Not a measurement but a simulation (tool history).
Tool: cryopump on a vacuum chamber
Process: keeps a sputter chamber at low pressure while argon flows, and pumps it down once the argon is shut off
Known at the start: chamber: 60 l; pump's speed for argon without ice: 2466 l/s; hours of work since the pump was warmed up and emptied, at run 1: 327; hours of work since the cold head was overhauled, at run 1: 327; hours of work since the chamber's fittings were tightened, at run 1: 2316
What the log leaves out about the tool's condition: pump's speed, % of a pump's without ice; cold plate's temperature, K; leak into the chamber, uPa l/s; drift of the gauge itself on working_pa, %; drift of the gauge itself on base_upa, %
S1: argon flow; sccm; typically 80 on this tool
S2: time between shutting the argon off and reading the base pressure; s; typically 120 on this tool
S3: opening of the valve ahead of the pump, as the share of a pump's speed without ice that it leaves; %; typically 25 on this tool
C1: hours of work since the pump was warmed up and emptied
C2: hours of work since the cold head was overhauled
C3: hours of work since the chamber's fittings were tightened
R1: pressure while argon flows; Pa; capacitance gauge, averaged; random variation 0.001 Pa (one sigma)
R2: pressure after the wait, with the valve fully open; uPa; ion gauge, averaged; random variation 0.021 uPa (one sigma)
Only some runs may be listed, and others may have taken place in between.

run,hour,S1,S2,S3,C1,C2,C3,R1,R2
1,0.0,80,120,25,327,327,2316,0.2255,1.46
2,28.7,80,120,24,341,341,2330,0.2332,1.45
3,83.5,80,120,25,367,367,2356,0.2249,1.47
4,134.8,80,120,25,392,392,2381,0.2272,1.53
5,176.1,154,120,25,412,412,2401,0.4349,1.49
6,208.4,154,120,25,427,427,2417,0.4333,1.55
7,241.4,154,120,25,443,443,2432,0.4348,1.47
8,298.7,44,120,25,471,471,2460,0.1248,1.53
9,324.9,44,120,25,484,484,2473,0.1253,1.54
10,353.2,80,120,25,497,497,2486,0.2270,1.54
11,377.4,49,120,25,509,509,2498,0.1394,1.55
12,435.6,80,120,22,537,537,2526,0.2575,1.56
13,463.3,80,120,25,550,550,2539,0.2296,1.60
14,494.6,80,120,25,565,565,2555,0.2279,1.58
15,534.2,80,120,25,584,584,2574,0.2279,1.65
16,572.2,80,120,25,603,603,2592,0.2290,1.64
17,629.6,80,120,25,630,630,2620,0.2290,1.63
18,661.6,49,186,19,646,646,2635,0.1820,1.55
19,688.2,119,124,20,659,659,2648,0.4226,1.72
20,725.6,119,124,20,677,677,2666,0.4235,1.67
21,778.3,40,120,25,702,702,2691,0.1154,1.74
22,819.4,80,98,25,722,722,2711,0.2312,1.73
23,859.9,78,98,30,741,741,2731,0.1897,1.78
# hour 902.3: leaking fittings of the chamber tightened, without venting
24,907.5,78,98,30,763,763,2,0.1912,0.59
25,938.0,78,98,30,778,778,17,0.1895,0.59
26,965.2,146,28,30,791,791,30,0.3572,1.57
27,1000.9,39,32,18,808,808,48,0.1550,1.47
28,1039.7,78,39,19,827,827,66,0.2959,1.23
29,1090.9,153,276,25,852,852,91,0.4472,0.31
30,1144.4,153,86,25,878,878,117,0.4495,0.68
# hour 1173.0: pump warmed up, emptied and cooled again
31,1187.8,153,86,25,7,896,135,0.4220,0.65
32,1229.9,153,35,39,27,916,155,0.2740,1.43
33,1269.4,80,61,30,46,935,174,0.1852,0.86
34,1297.0,80,61,30,60,949,188,0.1826,0.89

Forecast each of these 3 alternatives for the next run:
A,1342.8,50,99,56,82,971,210,?,?
B,1342.8,40,30,21,82,971,210,?,?
C,1342.8,74,202,22,82,971,210,?,?

run,R1,R2
A,0.0625,0.62
B,0.1307,1.58
C,0.2301,0.41
Without the tool's hidden state the same runs would have given:
run,R1,R2
A,0.0613,0.53
B,0.1298,1.49
C,0.2284,0.32
